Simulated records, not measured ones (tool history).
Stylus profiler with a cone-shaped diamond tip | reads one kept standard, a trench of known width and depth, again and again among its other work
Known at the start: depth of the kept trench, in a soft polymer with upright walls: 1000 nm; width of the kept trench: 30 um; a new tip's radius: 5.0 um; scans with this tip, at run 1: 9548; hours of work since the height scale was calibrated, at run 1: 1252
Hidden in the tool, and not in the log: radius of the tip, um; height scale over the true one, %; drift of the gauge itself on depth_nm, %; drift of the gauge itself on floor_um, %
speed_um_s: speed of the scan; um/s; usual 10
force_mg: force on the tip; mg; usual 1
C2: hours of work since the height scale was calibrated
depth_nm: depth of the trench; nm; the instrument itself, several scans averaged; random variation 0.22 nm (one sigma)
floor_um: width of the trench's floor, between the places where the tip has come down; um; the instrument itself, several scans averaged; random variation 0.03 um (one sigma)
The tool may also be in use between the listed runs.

run 1 hour=0 | speed_um_s=10 force_mg=1 | scans_with_this_tip=9548 C2=1252 | depth_nm=1004.42 floor_um=23.89
run 2 hour=89.2 | speed_um_s=10 force_mg=1 | scans_with_this_tip=9825 C2=1289 | depth_nm=1003.62 floor_um=23.89
run 3 hour=158.3 | speed_um_s=10 force_mg=1.83 | scans_with_this_tip=10039 C2=1317 | depth_nm=1006.37 floor_um=23.92
run 4 hour=237.1 | speed_um_s=10 force_mg=1.83 | scans_with_this_tip=10283 C2=1349 | depth_nm=1006.17 floor_um=23.86
run 5 hour=277 | speed_um_s=10 force_mg=1 | scans_with_this_tip=10407 C2=1365 | depth_nm=1003.82 floor_um=23.93
run 6 hour=348 | speed_um_s=10 force_mg=1 | scans_with_this_tip=10627 C2=1394 | depth_nm=1004.31 floor_um=23.87
run 7 hour=421.3 | speed_um_s=10 force_mg=1 | scans_with_this_tip=10854 C2=1424 | depth_nm=1004.03 floor_um=23.9
run 8 hour=464.1 | speed_um_s=10 force_mg=1 | scans_with_this_tip=10987 C2=1441 | depth_nm=1003.98 floor_um=23.89
run 9 hour=531.2 | speed_um_s=22 force_mg=1 | scans_with_this_tip=11195 C2=1468 | depth_nm=1004.01 floor_um=23.76
run 10 hour=593.8 | speed_um_s=10 force_mg=1 | scans_with_this_tip=11389 C2=1494 | depth_nm=1003.83 floor_um=23.86
run 11 hour=671.2 | speed_um_s=13 force_mg=1 | scans_with_this_tip=11629 C2=1525 | depth_nm=1004.16 floor_um=23.88
run 12 hour=763.7 | speed_um_s=14 force_mg=1 | scans_with_this_tip=11916 C2=1563 | depth_nm=1004.28 floor_um=23.89
run 13 hour=833.9 | speed_um_s=4 force_mg=1 | scans_with_this_tip=12134 C2=1591 | depth_nm=1004.17 floor_um=23.87
run 14 hour=893.1 | speed_um_s=6 force_mg=1 | scans_with_this_tip=12318 C2=1615 | depth_nm=1003.98 floor_um=23.94
run 15 hour=939.4 | speed_um_s=6 force_mg=1 | scans_with_this_tip=12461 C2=1634 | depth_nm=1004.15 floor_um=23.91
run 16 hour=1010.4 | speed_um_s=10 force_mg=0.58 | scans_with_this_tip=12681 C2=1663 | depth_nm=1002.54 floor_um=23.84
run 17 hour=1093.8 | speed_um_s=10 force_mg=0.58 | scans_with_this_tip=12940 C2=1697 | depth_nm=1002.64 floor_um=23.87
run 18 hour=1160.8 | speed_um_s=4 force_mg=0.44 | scans_with_this_tip=13148 C2=1724 | depth_nm=1002.21 floor_um=23.97
run 19 hour=1234.5 | speed_um_s=17 force_mg=0.39 | scans_with_this_tip=13376 C2=1754 | depth_nm=1002.4 floor_um=23.74
run 20 hour=1299.8 | speed_um_s=26 force_mg=1.7 | scans_with_this_tip=13579 C2=1781 | depth_nm=1005.87 floor_um=23.78
run 21 hour=1352.1 | speed_um_s=34 force_mg=1.94 | scans_with_this_tip=13741 C2=1802 | depth_nm=1006.37 floor_um=23.75
run 22 hour=1421.4 | speed_um_s=34 force_mg=1.94 | scans_with_this_tip=13956 C2=1830 | depth_nm=1006.3 floor_um=23.74
run 23 hour=1487 | speed_um_s=7 force_mg=0.58 | scans_with_this_tip=14159 C2=1857 | depth_nm=1002.69 floor_um=23.88
run 24 hour=1552.4 | speed_um_s=2 force_mg=1 | scans_with_this_tip=14362 C2=1884 | depth_nm=1004.1 floor_um=23.93
run 25 hour=1599.1 | speed_um_s=3 force_mg=0.62 | scans_with_this_tip=14507 C2=1903 | depth_nm=1003.13 floor_um=23.96
run 26 hour=1656 | speed_um_s=15 force_mg=0.51 | scans_with_this_tip=14683 C2=1926 | depth_nm=1003.11 floor_um=23.79
run 27 hour=1744.1 | speed_um_s=14 force_mg=1.6 | scans_with_this_tip=14956 C2=1962 | depth_nm=1005.7 floor_um=23.94
run 28 hour=1802.3 | speed_um_s=14 force_mg=2.51 | scans_with_this_tip=15137 C2=1985 | depth_nm=1007.33 floor_um=23.94
run 29 hour=1847.5 | speed_um_s=14 force_mg=2.51 | scans_with_this_tip=15277 C2=2004 | depth_nm=1007.71 floor_um=23.85
run 30 hour=1886.4 | speed_um_s=8 force_mg=0.8 | scans_with_this_tip=15398 C2=2019 | depth_nm=1003.27 floor_um=23.94
run 31 hour=1933.6 | speed_um_s=19 force_mg=2.71 | scans_with_this_tip=15544 C2=2039 | depth_nm=1007.85 floor_um=23.89
run 32 hour=1982.6 | speed_um_s=9 force_mg=2.23 | scans_with_this_tip=15696 C2=2059 | depth_nm=1007.13 floor_um=23.97

4 ways to go on from here, each from the tool as it stands after run 32. What would each give?
run A hour=2042.7 | speed_um_s=17 force_mg=0.86 | scans_with_this_tip=15883 C2=2083 | depth_nm=? floor_um=?
run B hour=2042.7 | speed_um_s=9 force_mg=1.91 | scans_with_this_tip=15883 C2=2083 | depth_nm=? floor_um=?
run C hour=2042.7 | speed_um_s=6 force_mg=1 | scans_with_this_tip=15883 C2=2083 | depth_nm=? floor_um=?
run D hour=2042.7 | speed_um_s=14 force_mg=2.23 | scans_with_this_tip=15883 C2=2083 | depth_nm=? floor_um=?

run=A depth_nm=1003.91 floor_um=23.81
run=B depth_nm=1005.9 floor_um=23.94
run=C depth_nm=1003.73 floor_um=23.92
run=D depth_nm=1006.89 floor_um=23.92
Without the tool's hidden state the same runs would have given:
run=A depth_nm=1003.95 floor_um=23.83
run=B depth_nm=1005.95 floor_um=23.96
run=C depth_nm=1003.78 floor_um=23.94
run=D depth_nm=1006.93 floor_um=23.93

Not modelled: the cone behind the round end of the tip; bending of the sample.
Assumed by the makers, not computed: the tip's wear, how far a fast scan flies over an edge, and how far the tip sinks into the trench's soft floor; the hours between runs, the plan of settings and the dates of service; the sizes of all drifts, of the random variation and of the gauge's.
